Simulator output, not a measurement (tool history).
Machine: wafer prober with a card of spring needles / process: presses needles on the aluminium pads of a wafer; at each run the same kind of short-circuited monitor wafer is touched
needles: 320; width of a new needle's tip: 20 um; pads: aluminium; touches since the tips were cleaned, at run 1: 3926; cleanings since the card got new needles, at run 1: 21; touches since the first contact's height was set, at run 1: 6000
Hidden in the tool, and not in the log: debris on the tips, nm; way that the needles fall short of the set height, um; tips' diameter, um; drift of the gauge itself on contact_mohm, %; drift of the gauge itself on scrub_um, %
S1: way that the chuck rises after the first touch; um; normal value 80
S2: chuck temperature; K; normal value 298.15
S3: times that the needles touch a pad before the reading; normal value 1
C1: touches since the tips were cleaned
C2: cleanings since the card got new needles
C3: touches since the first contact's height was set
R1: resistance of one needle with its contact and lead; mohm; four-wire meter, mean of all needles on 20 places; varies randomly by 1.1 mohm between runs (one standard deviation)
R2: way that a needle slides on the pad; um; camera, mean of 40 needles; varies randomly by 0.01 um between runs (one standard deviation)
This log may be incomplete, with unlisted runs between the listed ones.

run,hour,S1,S2,S3,C1,C2,C3,R1,R2
1,0.0,80,298.15,1,3926,21,6000,111,13.87
# hour 1.8: tips cleaned on abrasive film
2,18.8,80,298.15,1,3700,22,10071,111,13.85
# hour 21.8: tips cleaned on abrasive film
3,32.0,80,298.15,1,2215,23,12924,109,13.84
# hour 41.7: tips cleaned on abrasive film
4,41.7,80,298.15,1,0,24,15023,98,13.84
5,58.0,80,298.15,1,3555,24,18578,111,13.83
# hour 62.3: tips cleaned on abrasive film
6,70.9,80,298.15,1,1869,25,21358,106,13.82
# hour 81.8: tips cleaned on abrasive film
7,89.1,80,298.15,1,1591,26,25305,107,13.83
8,97.1,80,298.15,1,3330,26,27044,112,13.82
# hour 101.6: tips cleaned on abrasive film
9,112.9,80,298.15,1,2470,27,30465,106,13.81
# hour 121.0: tips cleaned on abrasive film
10,130.4,80,298.15,1,2051,28,34262,108,13.80
# hour 140.4: tips cleaned on abrasive film
11,143.0,80,298.15,1,564,29,36973,102,13.78
12,154.0,80,298.15,1,2970,29,39379,110,13.79
# hour 160.0: tips cleaned on abrasive film
13,171.3,66,298.15,1,2464,30,43118,115,11.35
# hour 179.7: tips cleaned on abrasive film
14,180.4,66,298.15,1,152,31,45078,103,11.35
# hour 199.2: tips cleaned on abrasive film
15,199.2,66,298.15,2,0,32,49152,101,11.33
16,213.1,80,298.15,1,3023,32,52175,109,13.77
# hour 219.6: tips cleaned on abrasive film
17,228.9,80,298.15,1,2021,33,55602,108,13.76
# hour 239.1: tips cleaned on abrasive film
18,242.4,80,307.15,1,718,34,58516,104,13.75
19,257.4,80,307.15,1,3986,34,61784,114,13.76
# hour 258.4: tips cleaned on abrasive film
20,272.9,80,307.15,1,3155,35,65145,110,13.75
# hour 277.7: tips cleaned on abrasive film
21,290.0,80,307.15,1,2673,36,68839,111,13.74
# hour 297.0: tips cleaned on abrasive film
22,304.5,64,327.15,2,1639,37,71996,112,10.94
# hour 316.7: tips cleaned on abrasive film
23,317.7,63,316.15,1,223,38,74835,106,10.78
24,326.0,63,316.15,1,2032,38,76644,114,10.78
25,334.9,81,355.15,3,3968,38,78580,110,13.88
# hour 336.4: tips cleaned on abrasive film
26,346.5,80,347.15,2,2214,39,81101,109,13.71
# hour 355.9: tips cleaned on abrasive film
27,355.9,62,375.15,3,0,40,83117,111,10.58
28,367.8,62,305.15,2,2596,40,85713,112,10.56
# hour 376.7: tips cleaned on abrasive film
29,376.8,62,305.15,2,5,41,87640,103,10.56
30,385.1,70,358.15,2,1826,41,89461,115,11.94
31,393.2,70,358.15,2,3595,41,91230,115,11.93
# hour 396.1: tips cleaned on abrasive film
32,404.9,70,358.15,2,1917,42,93759,114,11.94
# hour 415.5: tips cleaned on abrasive film
33,418.6,70,358.15,2,686,43,96718,109,11.94
34,427.1,85,352.15,2,2523,43,98555,110,14.54

For each run, the measured value with the value that run would have given without the tool's hidden condition subtracted. The run-to-run variation is shared by both, the gauge scatter possibly not:
run,R1,R2
1,+14,+0.00
2,+13,-0.02
3,+9,-0.03
4,+1,-0.04
5,+13,-0.03
6,+9,-0.05
7,+8,-0.05
8,+13,-0.05
9,+10,-0.06
10,+9,-0.07
11,+4,-0.08
12,+12,-0.08
13,+14,-0.09
14,+2,-0.10
15,+1,-0.11
16,+11,-0.10
17,+8,-0.12
18,+4,-0.12
19,+14,-0.12
20,+12,-0.14
21,+11,-0.14
22,+7,-0.16
23,+3,-0.17
24,+13,-0.16
25,+5,-0.17
26,+6,-0.17
27,+1,-0.19
28,+11,-0.18
29,+2,-0.19
30,+6,-0.19
31,+10,-0.19
32,+7,-0.19
33,+3,-0.21
34,+6,-0.21
